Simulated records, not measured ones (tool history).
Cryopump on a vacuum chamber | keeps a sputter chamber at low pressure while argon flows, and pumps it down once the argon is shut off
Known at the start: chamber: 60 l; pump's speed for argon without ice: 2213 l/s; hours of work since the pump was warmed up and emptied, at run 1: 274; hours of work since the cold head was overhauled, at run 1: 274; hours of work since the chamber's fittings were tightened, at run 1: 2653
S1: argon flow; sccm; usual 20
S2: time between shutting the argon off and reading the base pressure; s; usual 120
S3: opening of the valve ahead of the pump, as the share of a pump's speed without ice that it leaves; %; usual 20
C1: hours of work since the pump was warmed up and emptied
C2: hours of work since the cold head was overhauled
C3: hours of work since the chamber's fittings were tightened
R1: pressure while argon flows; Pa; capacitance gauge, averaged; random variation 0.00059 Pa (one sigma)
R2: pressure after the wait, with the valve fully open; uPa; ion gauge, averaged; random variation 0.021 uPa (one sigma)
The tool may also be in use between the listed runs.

run   hour  S1   S2  S3   C1   C2    C3      R1    R2
  1    0.0  20  120  20  274  274  2653  0.0782  0.51
  2   14.9  20  120  20  285  285  2665  0.0791  0.53
  3   33.0  20  120  55  300  300  2679  0.0293  0.49
  4   54.4  20  120  55  316  316  2695  0.0295  0.50
  5   66.6  20  120  55  326  326  2705  0.0300  0.55
  6   82.9  20  120  55  338  338  2718  0.0297  0.51
  7  102.4  20   73  20  353  353  2733  0.0797  0.63
  8  119.5  20  120  20  367  367  2746  0.0790  0.56
  9  137.0  20  120  20  380  380  2760  0.0793  0.49
 10  157.7  20  120  20  396  396  2776  0.0787  0.54
 11  177.6  20  120  20  412  412  2791  0.0794  0.51
     192.9  -- pump warmed up, emptied and cooled again
 12  198.0  20  120  57    4  424  2803  0.0277  0.47
 13  215.0  20  120  20   17  437  2816  0.0768  0.49
 14  228.1  20  120  20   27  447  2826  0.0764  0.46
 15  239.3  20  120  20   36  456  2835  0.0772  0.50
 16  258.5  20   27  20   51  471  2850  0.0769  1.05
 17  273.6  20   27  20   63  482  2862  0.0761  1.13
 18  295.1  20   27  20   79  499  2878  0.0772  1.07
 19  304.9  20  175  37   87  506  2886  0.0418  0.43
 20  323.5  20  175  37  101  521  2900  0.0427  0.47
 21  344.8  20  175  37  118  537  2917  0.0426  0.42
 22  365.9  20  175  37  134  554  2933  0.0418  0.46
 23  375.7   9  175  25  142  561  2941  0.0268  0.48
 24  394.4  12   42  27  156  576  2955  0.0345  0.84
 25  415.1  12   42  27  172  592  2971  0.0350  0.84
 26  427.5  12   42  27  182  602  2981  0.0348  0.85
 27  444.6  12  129  37  195  615  2994  0.0265  0.47
 28  466.0  20  123  23  212  631  3011  0.0679  0.56
 29  476.9   8   25  20  220  640  3019  0.0307  1.19
 30  487.8   8   25  20  229  648  3028  0.0308  1.20

Measured less the same run without the tool's hidden state. The same run-to-run variation is in both; the gauge's scatter may not be:
The hidden state here: pump's speed, % of a pump's without ice; cold plate's temperature, K; leak into the chamber, uPa l/s; drift of the gauge itself on working_pa, %; drift of the gauge itself on base_upa, %.
run       R1     R2
  1  +0.0019  +0.20
  2  +0.0020  +0.20
  3  +0.0020  +0.20
  4  +0.0022  +0.20
  5  +0.0022  +0.20
  6  +0.0023  +0.21
  7  +0.0025  +0.21
  8  +0.0025  +0.21
  9  +0.0027  +0.21
 10  +0.0028  +0.22
 11  +0.0029  +0.22
 12  +0.0003  +0.17
 13  +0.0004  +0.17
 14  +0.0004  +0.17
 15  +0.0005  +0.18
 16  +0.0005  +0.17
 17  +0.0006  +0.19
 18  +0.0007  +0.18
 19  +0.0008  +0.19
 20  +0.0008  +0.19
 21  +0.0010  +0.19
 22  +0.0011  +0.20
 23  +0.0005  +0.19
 24  +0.0007  +0.20
 25  +0.0008  +0.20
 26  +0.0008  +0.21
 27  +0.0008  +0.20
 28  +0.0016  +0.21
 29  +0.0007  +0.21
 30  +0.0006  +0.21

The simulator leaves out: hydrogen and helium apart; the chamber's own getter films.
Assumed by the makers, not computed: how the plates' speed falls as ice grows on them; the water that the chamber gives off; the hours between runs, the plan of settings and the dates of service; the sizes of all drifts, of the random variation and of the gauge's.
